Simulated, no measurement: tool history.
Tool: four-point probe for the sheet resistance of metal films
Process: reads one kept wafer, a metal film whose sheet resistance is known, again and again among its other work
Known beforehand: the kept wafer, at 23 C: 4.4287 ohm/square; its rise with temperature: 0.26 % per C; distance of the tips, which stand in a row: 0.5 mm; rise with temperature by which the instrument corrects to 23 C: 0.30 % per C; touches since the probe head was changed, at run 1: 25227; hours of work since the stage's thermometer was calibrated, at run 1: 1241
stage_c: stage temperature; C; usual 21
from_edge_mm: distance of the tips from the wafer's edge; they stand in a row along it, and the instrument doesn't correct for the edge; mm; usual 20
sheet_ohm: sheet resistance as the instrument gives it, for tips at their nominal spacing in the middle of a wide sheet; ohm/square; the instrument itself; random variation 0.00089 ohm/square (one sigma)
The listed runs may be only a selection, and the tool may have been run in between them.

run,hour,stage_c,from_edge_mm,touches since the probe head was changed,hours of work since the stage's thermometer was calibrated,sheet_ohm
1,0.0,21,20,25227,1241,4.432884
2,62.6,21,20,27683,1271,4.432757
3,129.7,21,20,30313,1303,4.433091
4,223.1,21,20,33978,1347,4.435051
5,319.6,32,20,37760,1393,4.416366
6,370.2,23,20,39746,1417,4.431639
7,436.9,23,20,42363,1449,4.430986
8,521.0,23,20,45659,1489,4.429302
9,577.9,23,20,47892,1516,4.430751
10,662.1,23,20,51193,1556,4.431225
11,709.3,23,20,53046,1579,4.431807
12,754.1,21,20,54800,1600,4.433474
13,846.9,21,20,58442,1644,4.432496
14,900.0,21,20,60521,1670,4.433814
15,947.9,21,20,62401,1692,4.435013
16,992.8,21,20,64163,1714,4.433401
17,1042.1,21,28,66097,1737,4.434149
18,1141.0,34,20,69976,1784,4.412517
19,1195.7,22,20,72120,1810,4.431220
20,1292.8,22,20,75925,1857,4.432843
21,1364.6,22,20,78744,1891,4.430726
22,1453.7,22,20,82235,1933,4.431417
23,1499.3,25,3,84024,1955,4.489422
24,1583.6,18,6,87330,1995,4.454247
25,1632.2,18,6,89238,2018,4.453495
26,1685.7,27,31,91335,2044,4.423688
27,1746.1,24,9,93704,2072,4.433784
# hour 1782.1: stage's thermometer calibrated
28,1817.2,27,15,96472,17,4.425980
29,1909.4,31,14,100089,61,4.420558
30,2001.6,31,9,103706,105,4.423394
31,2078.9,21,35,106735,141,4.433365
32,2139.3,21,35,109106,170,4.432768
33,2237.0,20,17,112937,217,4.435265
34,2325.8,20,5,116419,259,4.458769
35,2370.5,20,5,118170,280,4.457396
36,2422.0,22,20,120192,305,4.430023
37,2522.0,25,20,124114,352,4.427311
38,2566.2,19,58,125848,373,4.436195
39,2646.4,34,62,128991,411,4.410644
40,2727.9,23,5,132189,450,4.452351
41,2776.9,23,5,134109,474,4.452592
42,2874.4,20,24,137935,520,4.435958
43,2943.1,26,16,140628,553,4.426773
44,3044.6,23,6,144608,601,4.446184

What differs in the tool's unlogged condition from the final listed run ahead of each entry between runs to the first listed run following it?
After run 27, before run 28: stage's thermometer calibrated (hour 1782.1)
  both runs share identical hidden conditions

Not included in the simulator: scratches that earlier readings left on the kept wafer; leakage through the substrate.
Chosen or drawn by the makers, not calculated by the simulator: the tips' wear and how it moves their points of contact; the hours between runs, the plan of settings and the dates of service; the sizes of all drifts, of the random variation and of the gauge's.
